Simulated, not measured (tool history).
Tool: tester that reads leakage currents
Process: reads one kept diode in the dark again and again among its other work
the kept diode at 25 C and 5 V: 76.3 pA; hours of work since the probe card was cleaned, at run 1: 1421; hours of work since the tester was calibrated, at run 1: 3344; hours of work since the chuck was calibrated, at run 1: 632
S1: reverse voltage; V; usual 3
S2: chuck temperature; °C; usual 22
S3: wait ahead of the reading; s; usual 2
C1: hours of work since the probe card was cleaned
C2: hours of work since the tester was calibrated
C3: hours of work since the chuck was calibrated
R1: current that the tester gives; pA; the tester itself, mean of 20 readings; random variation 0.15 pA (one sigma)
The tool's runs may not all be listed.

| run | hour | S1 | S2 | S3 | C1 | C2 | C3 | R1 |
|---|---|---|---|---|---|---|---|---|
| 1 | 0 | 3 | 22 | 2 | 1421 | 3344 | 632 | 51.56 |
| 2 | 172.1 | 3 | 22 | 2 | 1513 | 3437 | 724 | 51.69 |
| 3 | 259 | 3 | 22 | 2 | 1560 | 3483 | 771 | 51.7 |
| 4 | 396.6 | 3 | 22 | 2 | 1634 | 3557 | 845 | 52.17 |
| 5 | 510.4 | 3 | 46 | 2 | 1695 | 3618 | 906 | 344.79 |
| 6 | 652.9 | 3 | 22 | 2 | 1771 | 3695 | 982 | 52.83 |
| 7 | 859.5 | 3 | 22 | 2 | 1882 | 3806 | 1093 | 53.14 |
| 8 | 1002.5 | 3 | 23 | 2 | 1959 | 3882 | 1170 | 58.18 |
| 9 | 1151.4 | 3 | 23 | 2 | 2039 | 3962 | 1250 | 58.29 |
| 10 | 1344.7 | 11.22 | 22 | 2 | 2143 | 4066 | 1353 | 110.63 |
| 11 | 1471.9 | 11.22 | 22 | 2 | 2211 | 4134 | 1422 | 112.15 |
| 12 | 1593.8 | 3 | 22 | 2 | 2276 | 4200 | 1487 | 55.28 |
| 13 | 1681.7 | 3 | 22 | 2 | 2324 | 4247 | 1534 | 55.39 |
|  | 1825.2 | chuck's temperature calibrated |
| 14 | 1867.6 | 3 | 22 | 2 | 2422 | 4346 | 23 | 50.72 |
| 15 | 2026.6 | 3 | 22 | 2 | 2508 | 4431 | 108 | 50.91 |
| 16 | 2225.9 | 3 | 22 | 2 | 2615 | 4538 | 215 | 51.52 |
| 17 | 2368.8 | 3 | 22 | 2 | 2691 | 4615 | 292 | 51.96 |
| 18 | 2549.7 | 3 | 22 | 2 | 2788 | 4712 | 389 | 52.32 |
| 19 | 2708.9 | 3 | 22 | 2 | 2874 | 4797 | 474 | 52.52 |
| 20 | 2852.2 | 3 | 22 | 2 | 2951 | 4874 | 551 | 53.05 |
| 21 | 3037.4 | 3 | 20 | 2 | 3050 | 4974 | 651 | 45.9 |
| 22 | 3157.7 | 3 | 22 | 2.02 | 3115 | 5038 | 715 | 53.7 |
| 23 | 3304.8 | 17.81 | 22 | 2 | 3194 | 5117 | 794 | 148.99 |
| 24 | 3403 | 16.95 | 22 | 8.88 | 3246 | 5170 | 847 | 144.81 |
| 25 | 3499 | 15.19 | 30 | 2 | 3298 | 5222 | 899 | 241.53 |
| 26 | 3647.1 | 15.19 | 30 | 4.4 | 3377 | 5301 | 978 | 241.05 |
| 27 | 3734.5 | 6 | 34 | 0.44 | 3424 | 5348 | 1025 | 202.02 |
| 28 | 3869.8 | 3 | 25 | 0.47 | 3497 | 5421 | 1098 | 71.14 |
| 29 | 4006.8 | 3 | 56 | 2.95 | 3571 | 5494 | 1171 | 707.95 |
| 30 | 4135.3 | 13.72 | 23 | 1.33 | 3640 | 5563 | 1240 | 143.37 |
| 31 | 4264.5 | 13.72 | 23 | 1.33 | 3709 | 5632 | 1309 | 144.71 |
|  | 4359.2 | tester calibrated |
|  | 4377 | probe card cleaned and baked |
| 32 | 4451.6 | 1.15 | 49 | 1.04 | 40 | 48 | 1407 | 264.53 |
| 33 | 4650 | 12.01 | 23 | 4.12 | 147 | 154 | 1514 | 106.9 |
| 34 | 4793.5 | 12.01 | 23 | 4.12 | 224 | 232 | 1591 | 107.57 |
|  | 4833.2 | chuck's temperature calibrated |
| 35 | 4964.6 | 12.01 | 23 | 4.12 | 314 | 322 | 71 | 101.27 |
| 36 | 5161.2 | 12.01 | 37 | 5.47 | 420 | 428 | 176 | 320.43 |
| 37 | 5291.5 | 14.31 | 23 | 4.14 | 490 | 498 | 246 | 112.21 |
| 38 | 5451.7 | 14.31 | 23 | 4.14 | 576 | 584 | 332 | 113.52 |
| 39 | 5631.6 | 14.31 | 23 | 4.14 | 672 | 680 | 429 | 115.25 |

Hidden state or all else? Some run-to-run changes of R1, split into what the settings, what came in and random variation would give without the hidden state, and what is left for the hidden state (with any gauge scatter that isn't in both results):
The hidden state here: stray current of the dirty probe card, pA a volt; current scale over the true one, %; true chuck temperature over the reading, C; drift of the gauge itself on leakage_pa, %.
Run 4 -> 5: S2 22 -> 46. R1 +292.62 pA: hidden state +16.85, all else +275.77.
Run 22 -> 23: S1 3 -> 17.81, S3 2.02 -> 2. R1 +95.29 pA: hidden state +30.89, all else +64.4.
Run 28 -> 29: S2 25 -> 56, S3 0.47 -> 2.95. R1 +636.81 pA: hidden state +37.9, all else +598.91.
Run 29 -> 30: S1 3 -> 13.72, S2 56 -> 23, S3 2.95 -> 1.33. R1 -564.58 pA: hidden state -11.12, all else -553.46.
Run 31 -> 32: S1 13.72 -> 1.15, S2 23 -> 49, S3 1.33 -> 1.04, tester calibrated, probe card cleaned and baked. R1 +119.82 pA: hidden state -25.11, all else +144.93.

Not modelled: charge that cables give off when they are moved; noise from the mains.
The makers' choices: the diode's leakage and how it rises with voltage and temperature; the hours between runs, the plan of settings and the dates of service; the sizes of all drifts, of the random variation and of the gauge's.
